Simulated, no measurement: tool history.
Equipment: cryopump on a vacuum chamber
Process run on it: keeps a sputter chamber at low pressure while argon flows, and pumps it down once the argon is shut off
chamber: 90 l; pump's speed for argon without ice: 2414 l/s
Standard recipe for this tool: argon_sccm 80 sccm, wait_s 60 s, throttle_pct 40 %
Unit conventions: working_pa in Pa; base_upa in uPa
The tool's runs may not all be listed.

| run | hour | argon_sccm | wait_s | throttle_pct | working_pa | base_upa |
|---|---|---|---|---|---|---|
| 1 | 0.0 | 80 | 60 | 40 | 0.1464 | 0.88 |
| 2 | 50.0 | 80 | 60 | 40 | 0.1450 | 0.88 |
| 3 | 108.3 | 43 | 60 | 40 | 0.0784 | 0.93 |
| 4 | 191.8 | 43 | 60 | 40 | 0.0800 | 0.93 |
| 5 | 271.2 | 80 | 60 | 40 | 0.1494 | 1.01 |
| 6 | 348.1 | 80 | 90 | 40 | 0.1509 | 0.78 |
| 7 | 432.9 | 80 | 60 | 40 | 0.1518 | 1.00 |
| 8 | 514.0 | 80 | 127 | 40 | 0.1519 | 0.73 |
| 9 | 589.5 | 80 | 127 | 40 | 0.1533 | 0.75 |
| 10 | 635.6 | 80 | 127 | 40 | 0.1567 | 0.76 |
| 11 | 723.2 | 80 | 127 | 40 | 0.1562 | 0.81 |
| 12 | 775.0 | 80 | 60 | 15 | 0.3907 | 1.14 |
| 13 | 848.0 | 97 | 60 | 40 | 0.1930 | 1.19 |
| 14 | 908.0 | 80 | 142 | 40 | 0.1604 | 0.84 |
| 15 | 956.8 | 80 | 142 | 40 | 0.1622 | 0.86 |
| 16 | 1014.1 | 80 | 142 | 22 | 0.2769 | 0.86 |
| 17 | 1068.1 | 80 | 142 | 22 | 0.2752 | 0.88 |
| 18 | 1125.9 | 67 | 142 | 38 | 0.1446 | 0.94 |
|  | 1161.8 | pump warmed up, emptied and cooled again |
| 19 | 1189.3 | 137 | 142 | 46 | 0.2121 | 0.78 |
| 20 | 1267.5 | 133 | 22 | 19 | 0.4954 | 2.05 |
| 21 | 1310.4 | 93 | 60 | 37 | 0.1819 | 1.15 |

Estimate the outcome of run 22 from the log above:
| 22 | 1346.2 | 93 | 60 | 37 | ? | ? |

For run 22 the tool returned working_pa 0.1804 Pa, base_upa 1.16 uPa.
Take away the tool's hidden state, keep the run-to-run variation as it was, and the same run would have given working_pa 0.1748 Pa, base_upa 0.72 uPa.
